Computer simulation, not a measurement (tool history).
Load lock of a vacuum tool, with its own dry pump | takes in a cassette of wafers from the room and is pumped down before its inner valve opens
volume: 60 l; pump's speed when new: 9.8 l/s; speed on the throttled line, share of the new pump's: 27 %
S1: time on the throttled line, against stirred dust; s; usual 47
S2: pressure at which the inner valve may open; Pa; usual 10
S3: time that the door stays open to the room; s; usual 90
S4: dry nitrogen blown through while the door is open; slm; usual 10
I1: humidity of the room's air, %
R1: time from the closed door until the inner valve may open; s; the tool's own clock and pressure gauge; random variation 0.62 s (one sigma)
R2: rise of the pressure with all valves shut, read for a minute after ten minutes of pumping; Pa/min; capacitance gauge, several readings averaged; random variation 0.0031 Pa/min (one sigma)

Run 1, hour 0: usual settings; I1 42.4. Result: R1 96.9 s, R2 0.212 Pa/min.
Run 2, hour 152.4: usual settings; I1 43.5. Result: R1 98.4 s, R2 0.212 Pa/min.
Run 3, hour 426.5: usual settings; I1 49.5. Result: R1 97.9 s, R2 0.239 Pa/min.
Run 4, hour 741.7: usual settings but S2 12 Pa; I1 44.1. Result: R1 96.4 s, R2 0.23 Pa/min.
Run 5, hour 997.6: usual settings; I1 46.8. Result: R1 98.8 s, R2 0.234 Pa/min.
Run 6, hour 1171: usual settings; I1 48.7. Result: R1 99.2 s, R2 0.243 Pa/min.
Run 7, hour 1530: usual settings; I1 45.2. Result: R1 100 s, R2 0.249 Pa/min.
Run 8, hour 1886.3: usual settings; I1 42.3. Result: R1 99.3 s, R2 0.253 Pa/min.
Run 9, hour 2197.5: usual settings; I1 43.7. Result: R1 99.2 s, R2 0.275 Pa/min.
Run 10, hour 2421.8: usual settings; I1 42.8. Result: R1 99.7 s, R2 0.275 Pa/min.
Run 11, hour 2749.5: usual settings but S2 7 Pa; I1 43. Result: R1 103.9 s, R2 0.282 Pa/min.
Run 12, hour 3015.7: usual settings but S2 7 Pa, S4 4 slm; I1 43.2. Result: R1 104.1 s, R2 0.302 Pa/min.
Run 13, hour 3358.6: usual settings but S2 7 Pa, S4 4 slm; I1 45.4. Result: R1 104 s, R2 0.316 Pa/min.
Run 14, hour 3596: usual settings but S2 7 Pa, S4 4 slm; I1 45.1. Result: R1 103.9 s, R2 0.319 Pa/min.
Run 15, hour 3755.3: usual settings but S2 7 Pa, S4 34 slm; I1 43. Result: R1 103.6 s, R2 0.295 Pa/min.
Run 16, hour 3985.4: usual settings but S2 7 Pa, S4 34 slm; I1 48. Result: R1 104.5 s, R2 0.299 Pa/min.
Run 17, hour 4165.8: usual settings; I1 44.2. Result: R1 101.3 s, R2 0.337 Pa/min.
Run 18, hour 4509: usual settings but S2 14 Pa; I1 47. Result: R1 100.5 s, R2 0.348 Pa/min.
Run 19, hour 4815.3: usual settings but S2 14 Pa; I1 45.7. Result: R1 101.3 s, R2 0.354 Pa/min.
Run 20, hour 4982.1: usual settings but S2 14 Pa; I1 39.9. Result: R1 99.5 s, R2 0.352 Pa/min.
Run 21, hour 5312.2: usual settings but S1 49 s, S2 11 Pa; I1 44.5. Result: R1 102.7 s, R2 0.376 Pa/min.
Run 22, hour 5626.5: usual settings but S4 6 slm; I1 39.7. Result: R1 104.5 s, R2 0.377 Pa/min.
At hour 5815: door's seal changed, seat wiped.
Run 23, hour 5979.5: usual settings but S1 61 s, S2 19 Pa, S3 44 s, S4 30 slm; I1 43.3. Result: R1 108 s, R2 0.026 Pa/min.
Run 24, hour 6232.7: usual settings but S1 46 s, S2 19 Pa, S3 44 s, S4 6 slm; I1 42.6. Result: R1 99.2 s, R2 0.053 Pa/min.
Run 25, hour 6508.2: usual settings but S1 46 s, S2 13 Pa, S4 38 slm; I1 47. Result: R1 101.2 s, R2 0.055 Pa/min.
Run 26, hour 6717.5: usual settings but S1 69 s, S2 11 Pa, S3 157 s; I1 46.2. Result: R1 118.7 s, R2 0.117 Pa/min.
Run 27, hour 6981.8: usual settings but S1 69 s, S2 11 Pa, S3 157 s; I1 45.2. Result: R1 118.6 s, R2 0.115 Pa/min.
Run 28, hour 7300.2: usual settings but S1 69 s, S2 11 Pa, S3 157 s, S4 17 slm; I1 42.2. Result: R1 119.8 s, R2 0.098 Pa/min.
Run 29, hour 7526.2: usual settings but S1 69 s, S2 11 Pa, S3 157 s, S4 17 slm; I1 46.6. Result: R1 119.5 s, R2 0.108 Pa/min.
Run 30, hour 7863.3: usual settings but S1 49 s, S2 8 Pa; I1 43.6. Result: R1 111 s, R2 0.092 Pa/min.
Run 31, hour 8188.7: usual settings but S1 57 s, S2 8 Pa, S3 58 s; I1 44.7. Result: R1 114.8 s, R2 0.07 Pa/min.
Run 32, hour 8396.1: usual settings but S1 25 s, S4 4 slm; I1 45. Result: R1 91.8 s, R2 0.107 Pa/min.
Run 33, hour 8724.6: usual settings but S1 25 s, S4 4 slm; I1 42.9. Result: R1 93.8 s, R2 0.104 Pa/min.
Run 34, hour 8887.7: usual settings but S1 25 s, S2 18 Pa, S3 83 s, S4 6 slm; I1 43. Result: R1 88.3 s, R2 0.095 Pa/min.
Run 35, hour 9248.3: usual settings but S1 25 s, S2 18 Pa, S3 83 s, S4 6 slm; I1 46.2. Result: R1 89.5 s, R2 0.106 Pa/min.
Run 36, hour 9579.2: usual settings but S4 8 slm; I1 41.2. Result: R1 108 s, R2 0.105 Pa/min.
Run 37, hour 9900.5: usual settings but S4 8 slm; I1 46.5. Result: R1 109.2 s, R2 0.123 Pa/min.

Forecast each of these 3 alternatives for the next run:
Run A, hour 10243.3: usual settings but S1 24 s, S3 28 s, S4 4 slm; I1 43.4. Result: R1 ?, R2 ?.
Run B, hour 10243.3: usual settings but S1 35 s, S3 74 s; I1 41.7. Result: R1 ?, R2 ?.
Run C, hour 10243.3: usual settings but S1 94 s, S3 72 s, S4 14 slm; I1 44.4. Result: R1 ?, R2 ?.

run     R1     R2
  A   94.4  0.086
  B  102.9  0.106
  C  139.1  0.103
Without the tool's hidden state the same runs would have given:
run    R1     R2
  A  73.8  0.034
  B  83.4  0.054
  C   126  0.052

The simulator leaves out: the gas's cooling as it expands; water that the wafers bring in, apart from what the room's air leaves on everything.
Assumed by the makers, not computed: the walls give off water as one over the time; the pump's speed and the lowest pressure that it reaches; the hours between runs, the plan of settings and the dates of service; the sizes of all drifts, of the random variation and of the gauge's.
